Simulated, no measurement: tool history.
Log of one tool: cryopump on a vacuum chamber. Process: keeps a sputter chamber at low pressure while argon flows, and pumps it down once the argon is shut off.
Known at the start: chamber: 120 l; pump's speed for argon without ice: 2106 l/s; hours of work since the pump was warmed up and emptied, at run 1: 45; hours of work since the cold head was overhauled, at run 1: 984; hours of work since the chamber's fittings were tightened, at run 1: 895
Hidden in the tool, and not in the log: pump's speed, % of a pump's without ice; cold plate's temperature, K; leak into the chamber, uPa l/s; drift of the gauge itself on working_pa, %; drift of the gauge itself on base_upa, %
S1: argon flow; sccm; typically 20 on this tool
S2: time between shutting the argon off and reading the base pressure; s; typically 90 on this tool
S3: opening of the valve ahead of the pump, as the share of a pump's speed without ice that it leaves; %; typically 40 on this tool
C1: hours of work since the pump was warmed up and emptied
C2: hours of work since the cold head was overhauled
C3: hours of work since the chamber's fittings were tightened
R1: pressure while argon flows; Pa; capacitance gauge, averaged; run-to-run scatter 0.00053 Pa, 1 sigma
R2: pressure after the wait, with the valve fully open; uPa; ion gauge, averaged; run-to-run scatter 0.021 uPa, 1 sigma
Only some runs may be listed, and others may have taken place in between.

run   hour  S1  S2  S3   C1    C2    C3      R1    R2
  1    0.0  20  90  40   45   984   895  0.0396  0.85
  2   29.1  20  90  40   70  1010   920  0.0404  0.88
  3   52.0  20  90  40   90  1030   940  0.0407  0.85
  4   83.6  12  90  40  118  1058   968  0.0243  0.93
  5  101.5  12  90  40  134  1074   984  0.0248  0.93
  6  117.8  20  21  40  148  1088   998  0.0405  1.95
  7  144.4  20  21  40  172  1111  1022  0.0412  1.91
  8  166.6  20  21  40  192  1131  1042  0.0416  1.95
  9  202.3  20  21  40  223  1163  1073  0.0410  1.89
 10  225.3  20  21  40  243  1183  1093  0.0412  1.99
 11  256.8  30  90  40  271  1211  1121  0.0615  0.99
 12  292.1  30  90  40  302  1242  1152  0.0621  1.00
 13  307.2  20  26  42  316  1255  1166  0.0409  1.72
 14  338.2  23  49  40  343  1282  1193  0.0491  1.26
 15  360.5  23  22  21  363  1302  1213  0.0909  1.94
 16  382.2  20  90  16  382  1321  1232  0.1037  1.04

Estimate the outcome of run 17 from the log above:
 17  413.0  20  90  16  409  1348  1259   ?   ?

{"run 17": {"R1": 0.1027, "R2": 1.12}}
Take away the tool's hidden state, keep the run-to-run variation as it was, and the same run would have given R1 0.1003 Pa, R2 0.44 uPa.

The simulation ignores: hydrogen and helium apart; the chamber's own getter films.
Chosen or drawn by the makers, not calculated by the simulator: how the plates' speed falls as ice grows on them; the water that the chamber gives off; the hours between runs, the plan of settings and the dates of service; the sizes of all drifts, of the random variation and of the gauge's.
